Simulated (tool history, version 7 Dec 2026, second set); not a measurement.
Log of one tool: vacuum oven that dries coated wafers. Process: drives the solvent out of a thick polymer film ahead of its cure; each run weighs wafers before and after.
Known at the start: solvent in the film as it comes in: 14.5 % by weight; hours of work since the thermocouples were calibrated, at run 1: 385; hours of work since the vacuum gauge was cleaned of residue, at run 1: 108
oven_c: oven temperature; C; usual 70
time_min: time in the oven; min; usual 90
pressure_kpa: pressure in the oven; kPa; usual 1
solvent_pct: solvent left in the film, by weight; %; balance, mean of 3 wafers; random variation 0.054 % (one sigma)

run   hour  oven_c  time_min  pressure_kpa  hours of work since the thermocouples were calibrated  hours of work since the vacuum gauge was cleaned of residue  solvent_pct
  1      0      70        90             1                                                    385                                                          108         2.14
  2   11.5      70        90             1                                                    394                                                          117         2.24
  3   22.5      70        90             1                                                    402                                                          126         2.33
  4   28.4      70        90             1                                                    407                                                          130         2.36
  5   38.3      70        90             1                                                    414                                                          138         2.23
  6   46.9      70        90             1                                                    421                                                          144         2.21
  7   53.7      70        90             1                                                    426                                                          149         2.24
  8   66.1      70        90             1                                                    435                                                          159         2.28
  9   74.3      70        90             1                                                    442                                                          165         2.33
 10     83      70        90             1                                                    448                                                          172         2.31
 11   91.8      68        90             1                                                    455                                                          178         2.69
 12  105.6      68        90             1                                                    465                                                          189         2.76
 13  112.5      68        90             1                                                    471                                                          194         2.78
 14  119.2      68        90             1                                                    476                                                          199         2.87
 15  131.3      80        90             1                                                    485                                                          208         0.99
     133.9  -- vacuum gauge cleaned of residue and calibrated
 16  141.1      80        90             1                                                    491                                                            5         1.01
 17  146.9      73        90             1                                                    496                                                           10         1.78
 18  155.4      70        90             1                                                    502                                                           16         2.31
 19  163.7      70        90             1                                                    508                                                           23         2.36
 20  175.4      70        90             1                                                    517                                                           32         2.34
 21    182      68        58          0.59                                                    522                                                           37         3.84
 22  195.6      67        90             1                                                    533                                                           47         3.19
     203.8  -- vacuum gauge cleaned of residue and calibrated, once more
 23  208.3      62       118          2.02                                                    541                                                            3         4.95
 24  216.1      62       118          2.02                                                    547                                                            9         5.15
 25  226.3      62       118          2.02                                                    555                                                           17         5.02
 26  239.6      70        81             1                                                    565                                                           27         2.59
 27  252.5      70       134          2.03                                                    575                                                           37         2.75
 28  260.1      64        80          1.22                                                    581                                                           43         4.51
 29  273.1      56        80          1.22                                                    591                                                           53         7.14
 30  281.5      81       129          1.63                                                    597                                                           59          1.3
 31  290.9      64        90          1.03                                                    604                                                           66         3.92
 32  297.4      64        90          1.03                                                    609                                                           71         3.83
 33  307.6      70        55             1                                                    617                                                           79         3.75
 34  320.9      60       161             1                                                    627                                                           89         3.34
 35  332.9      67        68             1                                                    636                                                           98         3.95
 36  340.4      70        90          0.53                                                    642                                                          104         1.66
 37  347.1      71        58          2.52                                                    647                                                          109         4.88
 38  354.1      67        58          0.94                                                    652                                                          114         4.42
 39  367.3      70        80          3.81                                                    662                                                          124         5.78

5 ways to go on from here, each from the tool as it stands after run 39. What would each give?
  A  379.5      64        80          1.17                                                    671                                                          134            ?
  B  379.5      70       117          0.66                                                    671                                                          134            ?
  C  379.5      70        54             1                                                    671                                                          134            ?
  D  379.5      61        78             1                                                    671                                                          134            ?
  E  379.5      70        68          0.96                                                    671                                                          134            ?

run  solvent_pct
  A         4.51
  B         1.29
  C         3.82
  D         5.41
  E         3.04
Without the tool's hidden state the same runs would have given:
run  solvent_pct
  A         4.28
  B         1.14
  C         3.62
  D         5.17
  E         2.85
